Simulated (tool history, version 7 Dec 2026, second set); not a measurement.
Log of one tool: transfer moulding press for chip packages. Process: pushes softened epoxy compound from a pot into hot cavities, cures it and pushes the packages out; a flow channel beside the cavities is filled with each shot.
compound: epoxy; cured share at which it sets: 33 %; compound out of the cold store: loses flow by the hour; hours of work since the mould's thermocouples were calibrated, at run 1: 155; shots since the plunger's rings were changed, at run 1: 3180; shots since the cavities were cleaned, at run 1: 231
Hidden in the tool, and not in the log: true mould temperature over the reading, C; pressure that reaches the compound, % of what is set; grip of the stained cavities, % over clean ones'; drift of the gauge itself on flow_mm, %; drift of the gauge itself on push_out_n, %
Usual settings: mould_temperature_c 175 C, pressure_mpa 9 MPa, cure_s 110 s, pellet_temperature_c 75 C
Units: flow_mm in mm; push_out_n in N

run   hour  mould_temperature_c  pressure_mpa  cure_s  pellet_temperature_c  hours of work since the mould's thermocouples were calibrated  shots since the plunger's rings were changed  shots since the cavities were cleaned  incoming compound's hours out of the cold store  flow_mm  push_out_n
  1      0                  175             9     110                    75                                                            155                                          3180                                    231                                             21.4      710         257
  2   11.1                  175             9     110                    75                                                            162                                          3292                                    343                                             11.1      735         294
  3   22.5                  175             9     110                    85                                                            169                                          3407                                    458                                             42.5      666         304
  4   32.1                  175          7.37     110                    85                                                            175                                          3503                                    554                                             37.7      609         341
  5   41.3                  175             9     110                    75                                                            181                                          3596                                    647                                             32.4      683         349
  6   48.3                  175             9     110                    71                                                            185                                          3666                                    717                                             30.2      692         357
  7   55.9                  175             9     110                    71                                                            190                                          3742                                    793                                             32.9      683         373
  8   64.7                  175             9     110                    71                                                            196                                          3831                                    882                                             28.8      691         377
        78  -- cavities cleaned with cleaning compound and waxed
  9     78                  175             9     110                    71                                                            203                                          3949                                      0                                             10.7      729         196
 10   85.7                  169             9     110                    71                                                            208                                          4027                                     78                                             33.1      699         282
 11   92.1                  169             9     110                    71                                                            212                                          4092                                    143                                             43.2      678         312
 12  101.3                  169             9     110                    71                                                            217                                          4184                                    235                                             35.9      696         358
 13  113.2                  182             9     110                    75                                                            225                                          4303                                    354                                             40.3      644         278
 14  119.7                  175             9     103                    75                                                            229                                          4369                                    420                                             28.7      686         326
 15    132                  175          7.82     110                    75                                                            236                                          4492                                    543                                             23.6      651         336
 16  137.5                  182          7.82      96                    75                                                            240                                          4548                                    599                                             34.6      610         319
 17  147.2                  182          7.82      96                    75                                                            246                                          4646                                    697                                             42.8      595         348
 18  156.8                  182          7.82      96                    81                                                            252                                          4742                                    793                                             36.6      606         348
     170.1  -- plunger's sealing rings changed
 19  170.4                  182          7.82      96                    81                                                            259                                             3                                    905                                             31.1      649         367
 20  176.3                  182          7.82      96                    81                                                            262                                            62                                    964                                             27.5      658         364
     179.2  -- mould's thermocouples calibrated
     183.2  -- cavities cleaned with cleaning compound and waxed
 21  185.5                  182          7.82      96                    81                                                              3                                           120                                     23                                             25.6      657         188
 22  195.2                  178          7.82     124                    81                                                              9                                           218                                    121                                             43.9      628         215
 23    203                  167          7.58     142                    75                                                             14                                           295                                    198                                             27.6      691         279
 24  212.3                  179          7.68      91                    68                                                             20                                           389                                    292                                             21.2      668         293
 25  223.3                  179          7.68      91                    68                                                             26                                           500                                    403                                             30.8      648         325
 26    229                  174          8.23     109                    79                                                             30                                           557                                    460                                             30.1      685         325
 27  241.1                  174          8.23     109                    79                                                             37                                           679                                    582                                             37.3      668         338
 28  251.9                  175          10.1     110                    71                                                             44                                           787                                    690                                             40.8      729         337
     257.9  -- mould's thermocouples calibrated, once more
 29  266.5                  175          10.1     110                    71                                                              5                                           914                                    817                                             38.6      732         354

Hidden state at the last listed run before each entry between runs and at the first one after, where it differs:
Between runs 8 and 9: cavities cleaned with cleaning compound and waxed (hour 78)
  true mould temperature over the reading, C: -0.32 -> -0.34; pressure that reaches the compound, % of what is set: 91.73 -> 91.48; grip of the stained cavities, % over clean ones': 90.9 -> 2.1
  measured less the result without the state, flow_mm: -29 -> -32 mm; push_out_n: +182 -> +6 N
Between runs 18 and 19: plunger's sealing rings changed (hour 170.1)
  true mould temperature over the reading, C: -0.45 -> -0.47; pressure that reaches the compound, % of what is set: 89.75 -> 99.45; grip of the stained cavities, % over clean ones': 87 -> 93.4
  measured less the result without the state, flow_mm: -33 -> -1 mm; push_out_n: +166 -> +178 N
Between runs 20 and 21: mould's thermocouples calibrated (hour 179.2); cavities cleaned with cleaning compound and waxed (hour 183.2)
  true mould temperature over the reading, C: -0.47 -> -0.55; pressure that reaches the compound, % of what is set: 99.31 -> 99.19; grip of the stained cavities, % over clean ones': 96.4 -> 6.3
  measured less the result without the state, flow_mm: -1 -> -1 mm; push_out_n: +181 -> +12 N
Between runs 28 and 29: mould's thermocouples calibrated, once more (hour 257.9)
  true mould temperature over the reading, C: -0.64 -> -0.18; pressure that reaches the compound, % of what is set: 97.76 -> 97.49; grip of the stained cavities, % over clean ones': 80.9 -> 89.4
  measured less the result without the state, flow_mm: -6 -> -9 mm; push_out_n: +155 -> +168 N

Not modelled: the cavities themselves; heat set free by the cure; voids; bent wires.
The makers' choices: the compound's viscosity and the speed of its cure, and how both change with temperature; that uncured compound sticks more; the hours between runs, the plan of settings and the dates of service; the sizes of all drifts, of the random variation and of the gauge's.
